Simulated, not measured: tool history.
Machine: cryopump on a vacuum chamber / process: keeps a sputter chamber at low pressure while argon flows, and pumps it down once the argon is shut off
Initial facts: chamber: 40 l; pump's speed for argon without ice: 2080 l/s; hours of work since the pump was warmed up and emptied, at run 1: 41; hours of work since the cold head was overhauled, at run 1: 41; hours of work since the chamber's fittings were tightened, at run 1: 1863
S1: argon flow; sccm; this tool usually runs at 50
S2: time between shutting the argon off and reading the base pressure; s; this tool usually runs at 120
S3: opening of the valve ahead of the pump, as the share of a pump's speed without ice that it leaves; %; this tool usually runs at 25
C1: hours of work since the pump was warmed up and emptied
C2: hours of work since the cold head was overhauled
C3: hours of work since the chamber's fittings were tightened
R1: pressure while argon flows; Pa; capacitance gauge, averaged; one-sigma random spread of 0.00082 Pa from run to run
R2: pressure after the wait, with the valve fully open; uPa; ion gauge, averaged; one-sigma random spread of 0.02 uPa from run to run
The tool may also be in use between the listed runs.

run	hour	S1	S2	S3	C1	C2	C3	R1	R2
1	0.0	50	120	25	41	41	1863	0.1638	1.51
2	12.4	50	120	25	46	46	1868	0.1632	1.50
3	21.6	50	120	25	50	50	1872	0.1643	1.52
4	35.8	50	120	25	56	56	1878	0.1639	1.48
5	49.7	50	25	25	62	62	1884	0.1638	2.01
6	57.5	50	25	25	65	65	1887	0.1629	2.05
7	73.8	50	25	25	72	72	1894	0.1638	1.97
8	86.7	50	25	25	77	77	1899	0.1634	2.01
9	101.4	82	38	25	83	83	1905	0.2707	1.78
10	112.1	94	26	59	88	88	1910	0.1309	2.04
11	121.9	94	26	59	92	92	1914	0.1330	1.95
12	131.0	94	37	25	96	96	1918	0.3095	1.81
13	143.5	33	120	32	101	101	1923	0.0853	1.53
14	159.5	61	106	57	108	108	1929	0.0896	1.58
15	176.4	23	136	31	115	115	1936	0.0607	1.52

Here are 3 independent what-if runs from the current tool condition. What would each one return?
A	187.3	41	120	25	119	119	1941	?	?
B	187.3	50	120	16	119	119	1941	?	?
C	187.3	42	21	39	119	119	1941	?	?

run	R1	R2
A	0.1344	1.53
B	0.2559	1.53
C	0.0905	2.18
Take away the tool's hidden state, keep each run's random variation, and the runs would have read:
run	R1	R2
A	0.1327	0.26
B	0.2539	0.25
C	0.0888	0.87
